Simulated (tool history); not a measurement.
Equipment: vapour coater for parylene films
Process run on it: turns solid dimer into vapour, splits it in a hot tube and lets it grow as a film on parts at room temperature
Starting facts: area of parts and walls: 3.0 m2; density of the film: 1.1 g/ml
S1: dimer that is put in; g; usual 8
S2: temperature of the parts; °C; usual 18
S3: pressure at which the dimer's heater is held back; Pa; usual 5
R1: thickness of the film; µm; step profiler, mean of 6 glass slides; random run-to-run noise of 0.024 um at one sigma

| run | day | S1 | S2 | S3 | R1 |
|---|---|---|---|---|---|
| 1 | 0 | 8 | 18 | 5 | 1.57 |
| 2 | 0.404 | 8 | 18 | 5 | 1.52 |
| 3 | 0.788 | 8 | 18 | 5 | 1.55 |
| 4 | 1.317 | 5 | 18 | 5 | 0.96 |
| 5 | 2.088 | 5 | 18 | 5 | 0.95 |
| 6 | 2.629 | 8 | 18 | 6.91 | 1.49 |
| 7 | 3.112 | 6 | 18 | 5 | 1.18 |
| 8 | 3.875 | 6 | 18 | 5 | 1.16 |
| 9 | 4.496 | 8 | 18 | 9.59 | 1.43 |
| 10 | 4.904 | 8 | 18 | 9.59 | 1.46 |
| 11 | 5.446 | 8 | 18 | 9.59 | 1.44 |
| 12 | 6.008 | 8 | 18 | 5 | 1.54 |
| 13 | 6.871 | 8 | 18 | 5 | 1.54 |
| 14 | 7.342 | 8 | 18 | 4.12 | 1.58 |
| 15 | 8.058 | 8 | 18 | 4.12 | 1.57 |
| 16 | 8.912 | 8 | 18 | 4.12 | 1.58 |
| 17 | 9.625 | 8 | 18 | 5.33 | 1.51 |
| 18 | 10.329 | 8 | 18 | 5.33 | 1.53 |
| 19 | 10.971 | 9 | 18 | 5 | 1.78 |
| 20 | 11.408 | 9 | 26 | 5 | 1.3 |
| 21 | 12.204 | 9 | 26 | 5 | 1.28 |
| 22 | 12.729 | 9 | 26 | 5 | 1.31 |
| 23 | 13.446 | 8 | 18 | 3.29 | 1.61 |
| 24 | 13.875 | 8 | 24 | 5 | 1.23 |
| 25 | 14.338 | 8 | 24 | 5 | 1.23 |
| 26 | 15.075 | 8 | 24 | 5 | 1.27 |
| 27 | 15.65 | 8 | 26 | 9.66 | 1.08 |
| 28 | 16.308 | 8 | 26 | 9.66 | 1.1 |
| 29 | 16.821 | 14 | 13 | 6.8 | 3.2 |
| 30 | 17.458 | 4 | 14 | 5 | 0.9 |
| 31 | 18.233 | 5 | 17 | 3.69 | 1.03 |
| 32 | 18.733 | 8 | 13 | 7.99 | 1.79 |
| 33 | 19.279 | 8 | 13 | 7.99 | 1.81 |
| 34 | 19.904 | 7 | 14 | 3.55 | 1.65 |
| 35 | 20.304 | 4 | 24 | 7.33 | 0.6 |
| 36 | 20.792 | 14 | 22 | 10.96 | 2.18 |
| 37 | 21.604 | 4 | 18 | 5 | 0.78 |
| 38 | 22.333 | 5 | 18 | 8.2 | 0.92 |
| 39 | 22.875 | 9 | 14 | 5 | 2.06 |
| 40 | 23.729 | 9 | 14 | 5 | 2.04 |
| 41 | 24.571 | 10 | 18 | 4.95 | 1.96 |
| 42 | 25.167 | 10 | 18 | 4.95 | 1.93 |
| 43 | 25.867 | 13 | 19 | 10.85 | 2.26 |
| 44 | 26.679 | 9 | 27 | 7.79 | 1.17 |

Missing from the log above: 1 entry noted between runs. For each, name the pair of listed runs it sits between and say how the tool's hidden condition differs from the listed run just before to the listed run just after:
In the gap between runs 18 and 19: table's thermometer calibrated (day 10.925)
  true temperature of the parts over the reading, C: 0.02 -> 0

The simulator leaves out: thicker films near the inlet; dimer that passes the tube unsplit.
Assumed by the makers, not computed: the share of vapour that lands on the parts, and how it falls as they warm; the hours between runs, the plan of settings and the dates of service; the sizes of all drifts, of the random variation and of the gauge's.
